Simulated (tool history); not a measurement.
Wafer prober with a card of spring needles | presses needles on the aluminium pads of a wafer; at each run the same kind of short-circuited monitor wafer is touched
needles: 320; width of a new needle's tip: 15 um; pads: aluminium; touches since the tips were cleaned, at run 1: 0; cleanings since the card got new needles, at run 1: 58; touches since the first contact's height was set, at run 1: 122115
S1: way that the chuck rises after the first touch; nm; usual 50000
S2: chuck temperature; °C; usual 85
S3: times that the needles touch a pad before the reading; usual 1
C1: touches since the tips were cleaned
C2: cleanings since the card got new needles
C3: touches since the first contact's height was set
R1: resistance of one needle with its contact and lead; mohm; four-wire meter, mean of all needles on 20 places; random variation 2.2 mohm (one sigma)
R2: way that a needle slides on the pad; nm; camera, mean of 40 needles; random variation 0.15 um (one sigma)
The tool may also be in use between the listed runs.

| run | hour | S1 | S2 | S3 | C1 | C2 | C3 | R1 | R2 |
|---|---|---|---|---|---|---|---|---|---|
| 1 | 0.0 | 50000 | 85 | 1 | 0 | 58 | 122115 | 261 | 12830 |
|  | 5.1 | tips cleaned on abrasive film |
|  | 7.5 | height of the first contact set anew |
|  | 10.6 | tips cleaned on abrasive film |
|  | 14.7 | tips cleaned on abrasive film |
|  | 19.9 | tips cleaned on abrasive film |
| 2 | 20.4 | 50000 | 34 | 1 | 240 | 62 | 5642 | 252 | 13550 |
|  | 24.6 | tips cleaned on abrasive film |
|  | 29.7 | tips cleaned on abrasive film |
|  | 34.9 | tips cleaned on abrasive film |
| 3 | 37.9 | 50000 | 34 | 1 | 1347 | 65 | 13291 | 287 | 13290 |
|  | 40.0 | tips cleaned on abrasive film |
|  | 44.1 | tips cleaned on abrasive film |
|  | 49.3 | tips cleaned on abrasive film |
|  | 53.4 | tips cleaned on abrasive film |
|  | 58.6 | tips cleaned on abrasive film |
|  | 62.7 | tips cleaned on abrasive film |
| 4 | 63.6 | 50000 | 34 | 1 | 415 | 71 | 24510 | 257 | 13580 |
|  | 67.8 | tips cleaned on abrasive film |
|  | 71.9 | tips cleaned on abrasive film |
|  | 77.1 | tips cleaned on abrasive film |
|  | 81.2 | tips cleaned on abrasive film |
| 5 | 84.6 | 50000 | 34 | 1 | 1507 | 75 | 33670 | 293 | 13310 |
|  | 85.7 | tips cleaned on abrasive film |
|  | 89.8 | tips cleaned on abrasive film |
|  | 95.0 | tips cleaned on abrasive film |
|  | 99.1 | tips cleaned on abrasive film |
|  | 104.3 | tips cleaned on abrasive film |
| 6 | 104.3 | 50000 | 34 | 1 | 18 | 80 | 42240 | 245 | 13090 |
|  | 108.5 | tips cleaned on abrasive film |
|  | 112.6 | tips cleaned on abrasive film |
|  | 116.8 | tips cleaned on abrasive film |
|  | 121.9 | tips cleaned on abrasive film |
|  | 127.1 | tips cleaned on abrasive film |
| 7 | 128.7 | 50000 | 34 | 1 | 726 | 85 | 52884 | 271 | 13270 |
|  | 131.8 | tips cleaned on abrasive film |
|  | 137.0 | tips cleaned on abrasive film |
|  | 142.1 | tips cleaned on abrasive film |
| 8 | 142.7 | 50000 | 85 | 1 | 255 | 88 | 58989 | 263 | 13020 |
|  | 146.8 | tips cleaned on abrasive film |
|  | 151.0 | tips cleaned on abrasive film |
|  | 156.1 | tips cleaned on abrasive film |
|  | 161.3 | tips cleaned on abrasive film |
|  | 166.4 | tips cleaned on abrasive film |
| 9 | 167.8 | 50000 | 85 | 1 | 623 | 93 | 69965 | 279 | 12960 |
|  | 170.9 | tips cleaned on abrasive film |
|  | 176.1 | tips cleaned on abrasive film |
|  | 180.2 | tips cleaned on abrasive film |
|  | 185.4 | tips cleaned on abrasive film |
| 10 | 186.0 | 59000 | 61 | 3 | 262 | 97 | 77881 | 247 | 15210 |
|  | 190.1 | tips cleaned on abrasive film |
|  | 195.2 | tips cleaned on abrasive film |
| 11 | 198.4 | 35000 | 74 | 1 | 1399 | 99 | 83333 | 375 | 8610 |
|  | 199.5 | tips cleaned on abrasive film |
|  | 203.6 | tips cleaned on abrasive film |
|  | 207.8 | tips cleaned on abrasive film |
|  | 212.9 | tips cleaned on abrasive film |
|  | 217.1 | tips cleaned on abrasive film |
| 12 | 220.5 | 50000 | 69 | 2 | 1523 | 104 | 92957 | 282 | 12890 |
|  | 221.6 | tips cleaned on abrasive film |
|  | 226.7 | tips cleaned on abrasive film |
|  | 230.9 | tips cleaned on abrasive film |
|  | 236.0 | tips cleaned on abrasive film |
|  | 240.2 | tips cleaned on abrasive film |
| 13 | 241.9 | 48000 | 69 | 2 | 771 | 109 | 102281 | 271 | 12270 |
|  | 245.0 | tips cleaned on abrasive film |
|  | 249.2 | tips cleaned on abrasive film |
|  | 254.3 | tips cleaned on abrasive film |
| 14 | 256.2 | 48000 | 69 | 2 | 845 | 112 | 108528 | 276 | 12250 |
|  | 259.3 | tips cleaned on abrasive film |
|  | 263.5 | tips cleaned on abrasive film |
|  | 267.6 | tips cleaned on abrasive film |
|  | 272.8 | tips cleaned on abrasive film |
|  | 277.9 | tips cleaned on abrasive film |
|  | 283.1 | tips cleaned on abrasive film |
| 15 | 285.4 | 35000 | 27 | 1 | 1066 | 118 | 121298 | 352 | 8470 |
|  | 287.6 | tips cleaned on abrasive film |
|  | 291.7 | tips cleaned on abrasive film |
|  | 295.0 | height of the first contact set anew |
|  | 296.1 | tips cleaned on abrasive film |
|  | 301.3 | tips cleaned on abrasive film |
|  | 305.4 | tips cleaned on abrasive film |
|  | 309.6 | tips cleaned on abrasive film |
| 16 | 310.7 | 35000 | 27 | 1 | 524 | 124 | 6827 | 297 | 9240 |
|  | 313.9 | tips cleaned on abrasive film |
|  | 319.0 | tips cleaned on abrasive film |
|  | 324.2 | tips cleaned on abrasive film |
| 17 | 324.4 | 35000 | 27 | 2 | 106 | 127 | 12785 | 253 | 9350 |
|  | 328.5 | tips cleaned on abrasive film |
|  | 332.7 | tips cleaned on abrasive film |
|  | 336.8 | tips cleaned on abrasive film |
| 18 | 336.8 | 56000 | 30 | 3 | 3 | 130 | 18190 | 242 | 14770 |

Forecast each of these 3 alternatives for the next run:
|  | 341.1 | tips cleaned on abrasive film |
|  | 345.2 | tips cleaned on abrasive film |
|  | 349.4 | tips cleaned on abrasive film |
|  | 354.5 | tips cleaned on abrasive film |
|  | 359.7 | tips cleaned on abrasive film |
| A | 360.2 | 43000 | 46 | 2 | 261 | 135 | 28406 | ? | ? |
|  | 341.1 | tips cleaned on abrasive film |
|  | 345.2 | tips cleaned on abrasive film |
|  | 349.4 | tips cleaned on abrasive film |
|  | 354.5 | tips cleaned on abrasive film |
|  | 359.7 | tips cleaned on abrasive film |
| B | 360.2 | 56000 | 26 | 2 | 261 | 135 | 28406 | ? | ? |
|  | 341.1 | tips cleaned on abrasive film |
|  | 345.2 | tips cleaned on abrasive film |
|  | 349.4 | tips cleaned on abrasive film |
|  | 354.5 | tips cleaned on abrasive film |
|  | 359.7 | tips cleaned on abrasive film |
| C | 360.2 | 50000 | 85 | 3 | 261 | 135 | 28406 | ? | ? |

| run | R1 | R2 |
|---|---|---|
| A | 258 | 11490 |
| B | 241 | 15000 |
| C | 255 | 13310 |
Without the tool's hidden state the same runs would have given:
| run | R1 | R2 |
|---|---|---|
| A | 242 | 11710 |
| B | 231 | 15220 |
| C | 247 | 13530 |

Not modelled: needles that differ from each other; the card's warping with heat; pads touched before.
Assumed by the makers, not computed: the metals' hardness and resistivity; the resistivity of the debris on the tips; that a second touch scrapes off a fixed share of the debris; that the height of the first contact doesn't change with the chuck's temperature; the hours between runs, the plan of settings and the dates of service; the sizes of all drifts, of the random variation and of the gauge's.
